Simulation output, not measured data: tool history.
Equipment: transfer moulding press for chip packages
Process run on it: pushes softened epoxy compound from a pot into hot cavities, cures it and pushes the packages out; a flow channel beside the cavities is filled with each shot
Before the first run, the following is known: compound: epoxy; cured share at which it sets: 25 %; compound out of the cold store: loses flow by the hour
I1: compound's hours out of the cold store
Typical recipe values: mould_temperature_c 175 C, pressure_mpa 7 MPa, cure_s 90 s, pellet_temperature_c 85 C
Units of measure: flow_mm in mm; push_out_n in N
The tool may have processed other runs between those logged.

Run 1, hour 0: usual settings; I1 24.8. Result: flow_mm 924 mm, push_out_n 568 N.
At hour 3.9: cavities cleaned with cleaning compound and waxed.
Run 2, hour 16.6: usual settings; I1 27.1. Result: flow_mm 899 mm, push_out_n 662 N.
Run 3, hour 30.1: usual settings; I1 27.1. Result: flow_mm 907 mm, push_out_n 641 N.
At hour 56: cavities cleaned with cleaning compound and waxed.
Run 4, hour 56: usual settings; I1 24. Result: flow_mm 910 mm, push_out_n 397 N.
Run 5, hour 84.4: usual settings; I1 34.5. Result: flow_mm 850 mm, push_out_n 521 N.
At hour 93.4: cavities cleaned with cleaning compound and waxed, once more.
Run 6, hour 112.1: usual settings; I1 23.9. Result: flow_mm 886 mm, push_out_n 507 N.
Run 7, hour 131.8: usual settings but mould_temperature_c 167 C; I1 33.7. Result: flow_mm 854 mm, push_out_n 1008 N.
At hour 146.2: cavities cleaned with cleaning compound and waxed.
Run 8, hour 158.9: usual settings but mould_temperature_c 167 C; I1 23. Result: flow_mm 913 mm, push_out_n 860 N.
Run 9, hour 174.7: usual settings but pellet_temperature_c 77 C; I1 30.4. Result: flow_mm 851 mm, push_out_n 565 N.
Run 10, hour 192.6: usual settings but mould_temperature_c 174 C, pressure_mpa 5.37 MPa, pellet_temperature_c 77 C; I1 20.3. Result: flow_mm 803 mm, push_out_n 657 N.
At hour 199.4: cavities cleaned with cleaning compound and waxed.
Run 11, hour 205.9: usual settings but mould_temperature_c 174 C, pressure_mpa 5.37 MPa, pellet_temperature_c 77 C; I1 47.2. Result: flow_mm 659 mm, push_out_n 450 N.
Run 12, hour 228.4: usual settings but pressure_mpa 7.03 MPa, pellet_temperature_c 95 C; I1 14.4. Result: flow_mm 938 mm, push_out_n 572 N.
At hour 238.8: plunger's sealing rings changed.
Run 13, hour 247.3: usual settings but pressure_mpa 7.03 MPa, pellet_temperature_c 95 C; I1 22.7. Result: flow_mm 976 mm, push_out_n 597 N.
At hour 253.8: cavities cleaned with cleaning compound and waxed.
Run 14, hour 266.4: usual settings but pressure_mpa 7.03 MPa, pellet_temperature_c 95 C; I1 34.3. Result: flow_mm 907 mm, push_out_n 447 N.
Run 15, hour 293: usual settings but mould_temperature_c 177 C, pressure_mpa 7.03 MPa, cure_s 102 s, pellet_temperature_c 95 C; I1 19.6. Result: flow_mm 989 mm, push_out_n 443 N.
At hour 305.6: cavities cleaned with cleaning compound and waxed.
Run 16, hour 322.4: usual settings but mould_temperature_c 172 C, pressure_mpa 7.03 MPa, cure_s 102 s, pellet_temperature_c 95 C; I1 26.8. Result: flow_mm 953 mm, push_out_n 479 N.
Run 17, hour 350.8: usual settings but mould_temperature_c 171 C, pressure_mpa 7.03 MPa, cure_s 83 s, pellet_temperature_c 95 C; I1 46.5. Result: flow_mm 817 mm, push_out_n 837 N.
At hour 358.3: cavities cleaned with cleaning compound and waxed.
Run 18, hour 375.6: usual settings but mould_temperature_c 179 C, pressure_mpa 7.16 MPa, cure_s 79 s, pellet_temperature_c 88 C; I1 46.1. Result: flow_mm 812 mm, push_out_n 479 N.

For some of the steps in flow_mm from one run to the next: how much would appear even if the tool had no hidden state, given the settings, what came in and random variation, and how much remains for the hidden state plus any gauge scatter that the measured result and the result without hidden state don't share?
Hidden state present: true mould temperature over the reading, C; pressure that reaches the compound, % of what is set; grip of the stained cavities, % over clean ones'; drift of the gauge itself on flow_mm, %; drift of the gauge itself on push_out_n, %.
Run 11 -> 12: mould_temperature_c 174 -> 175, pressure_mpa 5.37 -> 7.03, pellet_temperature_c 77 -> 95. flow_mm +279 mm: hidden state -34, all else +313.
Run 12 -> 13: plunger's sealing rings changed. flow_mm +38 mm: hidden state +105, all else -67.
